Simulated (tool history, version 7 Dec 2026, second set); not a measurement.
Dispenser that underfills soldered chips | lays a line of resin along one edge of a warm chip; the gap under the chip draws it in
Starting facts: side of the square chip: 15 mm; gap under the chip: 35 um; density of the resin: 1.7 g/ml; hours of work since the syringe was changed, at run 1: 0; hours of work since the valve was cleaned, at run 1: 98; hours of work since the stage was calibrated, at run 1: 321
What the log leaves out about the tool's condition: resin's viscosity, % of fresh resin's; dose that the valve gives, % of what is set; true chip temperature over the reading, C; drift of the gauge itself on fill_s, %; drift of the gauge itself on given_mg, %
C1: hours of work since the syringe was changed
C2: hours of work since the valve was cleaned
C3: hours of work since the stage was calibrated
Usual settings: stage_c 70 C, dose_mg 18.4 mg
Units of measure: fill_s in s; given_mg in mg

Run 1, hour 0.0: usual settings; C1 0; C2 98; C3 321. Result: fill_s 374.3 s, given_mg 17.29 mg.
Run 2, hour 7.7: usual settings but stage_c 69 C; C1 7; C2 104; C3 327. Result: fill_s 602.5 s, given_mg 17.09 mg.
At hour 10.4: new syringe of resin.
Run 3, hour 17.0: usual settings; C1 5; C2 111; C3 334. Result: fill_s 515.0 s, given_mg 17.06 mg.
At hour 21.0: new syringe of resin.
Run 4, hour 28.1: usual settings; C1 6; C2 120; C3 343. Result: fill_s 543.1 s, given_mg 16.99 mg.
At hour 31.6: new syringe of resin.
At hour 32.6: stage's temperature calibrated.
Run 5, hour 40.1: usual settings; C1 6; C2 128; C3 6. Result: fill_s 637.8 s, given_mg 16.94 mg.
At hour 43.9: new syringe of resin.
Run 6, hour 48.5: usual settings; C1 4; C2 135; C3 12. Result: fill_s 521.4 s, given_mg 16.70 mg.
At hour 54.7: new syringe of resin.
Run 7, hour 57.5: usual settings but stage_c 77 C; C1 2; C2 141; C3 19. Result: fill_s 324.0 s, given_mg 16.76 mg.
At hour 59.1: dispensing valve cleaned and set on the balance.
At hour 66.7: new syringe of resin.
Run 8, hour 67.0: usual settings but stage_c 61 C; C1 0; C2 6; C3 26. Result: fill_s 667.1 s, given_mg 18.27 mg.
At hour 77.9: new syringe of resin.
Run 9, hour 78.5: usual settings but stage_c 73 C; C1 0; C2 15; C3 35. Result: fill_s 342.7 s, given_mg 18.27 mg.
At hour 88.9: new syringe of resin.
Run 10, hour 89.1: usual settings but stage_c 67 C; C1 0; C2 23; C3 43. Result: fill_s 472.6 s, given_mg 18.07 mg.
Run 11, hour 95.2: usual settings but stage_c 57 C; C1 5; C2 28; C3 48. Result: fill_s 1193.2 s, given_mg 18.24 mg.
At hour 99.6: new syringe of resin.
Run 12, hour 100.6: usual settings but dose_mg 20.4 mg; C1 1; C2 32; C3 52. Result: fill_s 406.4 s, given_mg 19.98 mg.
At hour 110.1: new syringe of resin.
Run 13, hour 110.1: usual settings but dose_mg 20.4 mg; C1 0; C2 39; C3 59. Result: fill_s 386.2 s, given_mg 19.79 mg.
Run 14, hour 116.8: usual settings but dose_mg 20.4 mg; C1 5; C2 45; C3 65. Result: fill_s 568.7 s, given_mg 19.66 mg.
At hour 121.4: new syringe of resin.
Run 15, hour 128.7: usual settings but dose_mg 20.4 mg; C1 6; C2 54; C3 74. Result: fill_s 603.5 s, given_mg 19.71 mg.
At hour 132.6: new syringe of resin.
Run 16, hour 135.2: usual settings but dose_mg 20.4 mg; C1 2; C2 59; C3 79. Result: fill_s 454.5 s, given_mg 19.55 mg.
At hour 143.6: new syringe of resin.
Run 17, hour 146.0: usual settings but stage_c 57 C; C1 2; C2 67; C3 87. Result: fill_s 939.7 s, given_mg 17.58 mg.
At hour 154.3: new syringe of resin.
Run 18, hour 155.5: usual settings but stage_c 66 C, dose_mg 16.2 mg; C1 1; C2 74; C3 94. Result: fill_s 541.2 s, given_mg 15.42 mg.
At hour 165.0: new syringe of resin.
Run 19, hour 165.0: usual settings but stage_c 68 C, dose_mg 20.5 mg; C1 0; C2 82; C3 102. Result: fill_s 422.9 s, given_mg 19.34 mg.
At hour 176.0: new syringe of resin.
Run 20, hour 176.1: usual settings but stage_c 65 C, dose_mg 15.6 mg; C1 0; C2 90; C3 110. Result: fill_s 554.7 s, given_mg 14.77 mg.
Run 21, hour 183.8: usual settings but stage_c 68 C, dose_mg 20.0 mg; C1 6; C2 97; C3 116. Result: fill_s 683.1 s, given_mg 18.81 mg.
At hour 187.2: new syringe of resin.
Run 22, hour 190.4: usual settings but stage_c 75 C, dose_mg 23.7 mg; C1 3; C2 102; C3 121. Result: fill_s 343.4 s, given_mg 22.05 mg.
Run 23, hour 196.8: usual settings but stage_c 77 C; C1 8; C2 107; C3 127. Result: fill_s 460.6 s, given_mg 17.08 mg.
At hour 198.1: new syringe of resin.
Run 24, hour 203.3: usual settings but stage_c 82 C, dose_mg 20.1 mg; C1 4; C2 112; C3 131. Result: fill_s 272.5 s, given_mg 18.70 mg.
Run 25, hour 208.1: usual settings but stage_c 65 C, dose_mg 21.1 mg; C1 8; C2 115; C3 135. Result: fill_s 881.2 s, given_mg 19.63 mg.
At hour 209.1: new syringe of resin.
Run 26, hour 217.3: usual settings but stage_c 68 C, dose_mg 21.2 mg; C1 7; C2 123; C3 142. Result: fill_s 678.0 s, given_mg 19.47 mg.
At hour 220.5: new syringe of resin.
Run 27, hour 229.1: usual settings but stage_c 64 C, dose_mg 17.2 mg; C1 7; C2 132; C3 152. Result: fill_s 945.6 s, given_mg 15.74 mg.
At hour 231.5: new syringe of resin.
Run 28, hour 236.0: usual settings but stage_c 71 C, dose_mg 17.4 mg; C1 4; C2 137; C3 157. Result: fill_s 490.8 s, given_mg 15.93 mg.
At hour 242.7: new syringe of resin.
At hour 243.7: dispensing valve cleaned and set on the balance.
Run 29, hour 247.7: usual settings but stage_c 71 C, dose_mg 17.4 mg; C1 3; C2 3; C3 165. Result: fill_s 461.4 s, given_mg 17.36 mg.

Run 30 is up next; what results do you expect?
At hour 254.9: new syringe of resin.
Run 30, hour 259.2: usual settings but stage_c 74 C, dose_mg 23.5 mg; C1 3; C2 12; C3 174. Result: fill_s ?, given_mg ?.

{"run 30": {"fill_s": 379.9, "given_mg": 23.41}}
With the hidden condition absent and the run-to-run variation left alone, this run would have shown fill_s 306.6 s, given_mg 23.58 mg.
